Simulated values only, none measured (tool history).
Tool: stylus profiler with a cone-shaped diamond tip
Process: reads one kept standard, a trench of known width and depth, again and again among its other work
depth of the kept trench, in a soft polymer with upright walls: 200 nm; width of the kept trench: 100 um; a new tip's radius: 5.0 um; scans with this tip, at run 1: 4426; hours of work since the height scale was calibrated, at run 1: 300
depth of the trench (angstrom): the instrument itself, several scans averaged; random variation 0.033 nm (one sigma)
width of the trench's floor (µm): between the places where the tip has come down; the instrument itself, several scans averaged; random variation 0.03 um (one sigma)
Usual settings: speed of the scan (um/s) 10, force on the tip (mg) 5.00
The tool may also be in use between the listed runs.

run	hour	speed of the scan (um/s)	force on the tip (mg)	scans with this tip	hours of work since the height scale was calibrated	depth of the trench (angstrom)	width of the trench's floor (µm)
1	0.0	10	5.00	4426	300	2028.5	96.12
2	16.0	10	5.00	4557	308	2028.3	96.18
3	33.1	10	5.00	4696	318	2028.6	96.13
4	44.5	10	5.00	4789	324	2028.4	96.16
5	65.9	24	5.00	4964	336	2028.7	96.08
6	89.1	7	5.00	5154	349	2028.1	96.02
7	109.9	7	5.00	5324	360	2028.8	96.05
8	126.5	7	5.00	5459	370	2028.4	96.04
9	136.4	10	5.00	5540	375	2028.0	95.98
10	157.4	10	5.00	5712	387	2028.8	95.95
11	170.8	10	2.12	5821	394	2015.2	95.96
12	185.8	10	2.12	5944	402	2016.4	95.94
13	196.0	10	5.00	6027	408	2027.9	95.89
14	218.7	10	5.00	6213	421	2028.2	95.91
15	228.3	10	7.81	6291	426	2038.4	95.91
16	245.1	10	7.81	6428	435	2038.4	95.87
17	259.7	10	7.81	6548	443	2038.6	95.88
18	274.4	10	7.81	6668	451	2038.6	95.85
19	296.0	30	7.81	6844	463	2037.9	95.71
20	317.0	37	13.44	7016	475	2055.9	95.70
21	330.6	14	5.03	7126	482	2028.0	95.77
# hour 332.3: height scale calibrated on a step standard
22	341.5	14	10.41	7212	5	2045.6	95.75
23	352.7	15	2.65	7303	11	2017.5	95.65
24	365.3	11	11.83	7406	18	2050.1	95.72
25	387.8	11	11.83	7590	31	2050.2	95.73
26	406.2	3	5.91	7740	41	2030.8	95.67
# hour 408.5: height scale calibrated on a step standard, once more
27	420.1	3	5.91	7849	6	2032.2	95.65
28	432.0	6	8.05	7947	13	2039.5	95.65
29	441.7	35	4.55	8027	18	2026.9	95.51
30	453.7	35	4.55	8124	25	2026.8	95.49
31	469.5	3	10.05	8253	34	2045.7	95.58

Forecast each of these 5 alternatives for the next run:
A	484.4	3	3.39	8375	42	?	?
B	484.4	34	5.00	8375	42	?	?
C	484.4	12	10.05	8375	42	?	?
D	484.4	23	6.03	8375	42	?	?
E	484.4	18	3.92	8375	42	?	?

run	depth of the trench (angstrom)	width of the trench's floor (µm)
A	2021.9	95.62
B	2028.5	95.47
C	2045.8	95.56
D	2032.2	95.51
E	2024.3	95.54
Without the tool's hidden state the same runs would have given:
run	depth of the trench (angstrom)	width of the trench's floor (µm)
A	2022.7	97.23
B	2029.3	97.09
C	2046.6	97.18
D	2033.0	97.13
E	2025.1	97.15

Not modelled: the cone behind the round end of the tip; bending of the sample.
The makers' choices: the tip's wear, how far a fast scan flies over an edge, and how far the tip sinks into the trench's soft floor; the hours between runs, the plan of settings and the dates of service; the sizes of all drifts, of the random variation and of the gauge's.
